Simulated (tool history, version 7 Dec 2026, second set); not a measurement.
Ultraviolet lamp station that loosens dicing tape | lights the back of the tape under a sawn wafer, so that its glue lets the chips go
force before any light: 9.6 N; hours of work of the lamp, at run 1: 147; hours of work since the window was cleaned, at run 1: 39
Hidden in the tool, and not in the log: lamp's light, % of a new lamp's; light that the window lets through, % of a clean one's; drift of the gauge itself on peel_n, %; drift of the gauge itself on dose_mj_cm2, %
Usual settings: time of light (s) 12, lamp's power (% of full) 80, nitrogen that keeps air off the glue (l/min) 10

run	hour	time of light (s)	lamp's power (% of full)	nitrogen that keeps air off the glue (l/min)	hours of work of the lamp	hours of work since the window was cleaned	force that peels the tape off (N)	light that reached the tape (mJ/cm2)
1	0.0	12	80	10	147	39	0.681	470
2	16.6	12	80	4	156	48	1.393	465
3	36.8	12	80	10	167	59	0.688	468
4	60.5	12	80	10	180	72	0.713	461
5	72.4	12	80	10	186	78	0.692	458
6	89.0	12	97	10	195	87	0.444	552
7	116.2	12	97	10	210	102	0.482	548
8	128.3	12	80	10	217	108	0.716	450
9	153.9	12	80	10	231	122	0.745	449
10	173.5	12	80	10	241	133	0.746	446
11	189.7	12	80	10	250	142	0.750	442
12	207.7	12	80	10	260	151	0.789	435
13	231.9	12	80	10	273	165	0.780	432
14	248.9	12	80	10	282	174	0.796	431
15	268.9	11	80	10	293	185	0.966	395
16	296.7	12	80	10	308	200	0.834	426
17	308.0	12	80	10	314	206	0.800	421
18	333.5	12	61	10	328	220	1.435	322
19	360.9	12	61	5	343	235	2.186	317
20	387.6	12	61	5	358	249	2.300	316
21	406.9	12	61	5	368	260	2.370	317
22	426.5	12	61	5	379	270	2.386	309
23	444.8	17	100	16	389	280	0.204	714
24	464.7	12	80	7	399	291	1.207	404
25	476.7	6	62	12	406	298	3.475	155
26	491.0	6	62	12	414	305	3.442	153
27	515.1	12	81	13	427	318	0.766	402
28	535.0	21	80	10	438	329	0.299	692
29	558.5	21	80	10	450	342	0.299	670
30	577.3	21	80	10	461	352	0.289	668
31	588.7	21	62	11	467	358	0.502	525
32	609.7	21	62	11	478	370	0.519	522
33	622.7	9	86	10	485	377	1.540	308
34	650.3	9	76	4	500	392	3.124	265
35	666.1	6	66	4	509	400	5.271	156
36	691.5	7	100	11	523	414	1.821	271
37	705.7	7	100	11	530	422	1.810	273
38	717.6	11	64	4	537	428	3.124	269
39	737.7	13	69	6	548	439	1.820	337
40	755.8	14	67	19	557	449	0.819	350
# hour 758.6: window cleaned of glue's vapour
41	768.8	11	80	4	564	6	1.884	394
42	794.4	8	68	6	578	19	3.068	247
43	819.0	8	68	6	591	33	2.847	242

4 ways to go on from here, each from the tool as it stands after run 43. What would each give?
A	837.2	13	80	10	601	43	?	?
B	837.2	16	75	10	601	43	?	?
C	837.2	13	68	6	601	43	?	?
D	837.2	13	88	6	601	43	?	?

run	force that peels the tape off (N)	light that reached the tape (mJ/cm2)
A	0.708	454
B	0.499	527
C	1.415	390
D	0.943	504
Without the tool's hidden state the same runs would have given:
run	force that peels the tape off (N)	light that reached the tape (mJ/cm2)
A	0.495	533
B	0.351	619
C	1.050	458
D	0.665	592
